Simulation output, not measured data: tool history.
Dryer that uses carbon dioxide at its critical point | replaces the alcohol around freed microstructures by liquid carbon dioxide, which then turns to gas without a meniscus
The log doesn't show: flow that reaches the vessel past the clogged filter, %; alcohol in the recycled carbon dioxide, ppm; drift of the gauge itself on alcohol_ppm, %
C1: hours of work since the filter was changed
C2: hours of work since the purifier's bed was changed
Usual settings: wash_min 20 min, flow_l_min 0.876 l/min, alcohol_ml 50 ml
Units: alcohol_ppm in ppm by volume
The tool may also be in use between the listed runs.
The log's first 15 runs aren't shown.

-- hour=123.8 inlet filter changed
run 16 hour=126.3 | wash_min=20 flow_l_min=0.876 alcohol_ml=50 | C1=2 C2=397 | alcohol_ppm=139
run 17 hour=131.4 | wash_min=20 flow_l_min=0.876 alcohol_ml=50 | C1=5 C2=401 | alcohol_ppm=130
run 18 hour=139.9 | wash_min=20 flow_l_min=0.876 alcohol_ml=50 | C1=11 C2=407 | alcohol_ppm=134
run 19 hour=147.3 | wash_min=20 flow_l_min=0.876 alcohol_ml=50 | C1=16 C2=412 | alcohol_ppm=145
run 20 hour=154.1 | wash_min=20 flow_l_min=0.876 alcohol_ml=50 | C1=21 C2=416 | alcohol_ppm=134
run 21 hour=162.4 | wash_min=16 flow_l_min=0.975 alcohol_ml=43 | C1=27 C2=422 | alcohol_ppm=170
run 22 hour=169.6 | wash_min=27 flow_l_min=0.975 alcohol_ml=39 | C1=32 C2=427 | alcohol_ppm=90
run 23 hour=177.5 | wash_min=27 flow_l_min=0.975 alcohol_ml=39 | C1=37 C2=432 | alcohol_ppm=88
run 24 hour=183 | wash_min=20 flow_l_min=0.684 alcohol_ml=44 | C1=41 C2=436 | alcohol_ppm=280
run 25 hour=189.7 | wash_min=19 flow_l_min=0.584 alcohol_ml=40 | C1=46 C2=441 | alcohol_ppm=516
run 26 hour=198.6 | wash_min=20 flow_l_min=0.982 alcohol_ml=40 | C1=52 C2=447 | alcohol_ppm=108
run 27 hour=204.2 | wash_min=18 flow_l_min=0.749 alcohol_ml=30 | C1=56 C2=451 | alcohol_ppm=217
run 28 hour=210.7 | wash_min=18 flow_l_min=0.749 alcohol_ml=30 | C1=60 C2=455 | alcohol_ppm=223
run 29 hour=221.2 | wash_min=32 flow_l_min=0.876 alcohol_ml=50 | C1=67 C2=463 | alcohol_ppm=95
run 30 hour=228 | wash_min=32 flow_l_min=0.876 alcohol_ml=50 | C1=72 C2=467 | alcohol_ppm=93
run 31 hour=235.9 | wash_min=18 flow_l_min=1.168 alcohol_ml=50 | C1=77 C2=473 | alcohol_ppm=102
run 32 hour=243.8 | wash_min=18 flow_l_min=1.168 alcohol_ml=50 | C1=83 C2=478 | alcohol_ppm=114
run 33 hour=252 | wash_min=13 flow_l_min=1.129 alcohol_ml=79 | C1=89 C2=484 | alcohol_ppm=334
run 34 hour=258.2 | wash_min=14 flow_l_min=1.242 alcohol_ml=79 | C1=93 C2=488 | alcohol_ppm=191
run 35 hour=268.8 | wash_min=20 flow_l_min=0.772 alcohol_ml=57 | C1=100 C2=496 | alcohol_ppm=252
run 36 hour=276.4 | wash_min=20 flow_l_min=0.876 alcohol_ml=68 | C1=105 C2=501 | alcohol_ppm=181
run 37 hour=287.2 | wash_min=20 flow_l_min=0.876 alcohol_ml=68 | C1=113 C2=508 | alcohol_ppm=181

Forecast each of these 3 alternatives for the next run:
run A hour=293.7 | wash_min=16 flow_l_min=0.876 alcohol_ml=57 | C1=117 C2=513 | alcohol_ppm=?
run B hour=293.7 | wash_min=20 flow_l_min=0.889 alcohol_ml=68 | C1=117 C2=513 | alcohol_ppm=?
run C hour=293.7 | wash_min=28 flow_l_min=0.996 alcohol_ml=68 | C1=117 C2=513 | alcohol_ppm=?

run=A alcohol_ppm=331
run=B alcohol_ppm=174
run=C alcohol_ppm=105
Without the tool's hidden state the same runs would have given:
run=A alcohol_ppm=198
run=B alcohol_ppm=61
run=C alcohol_ppm=9
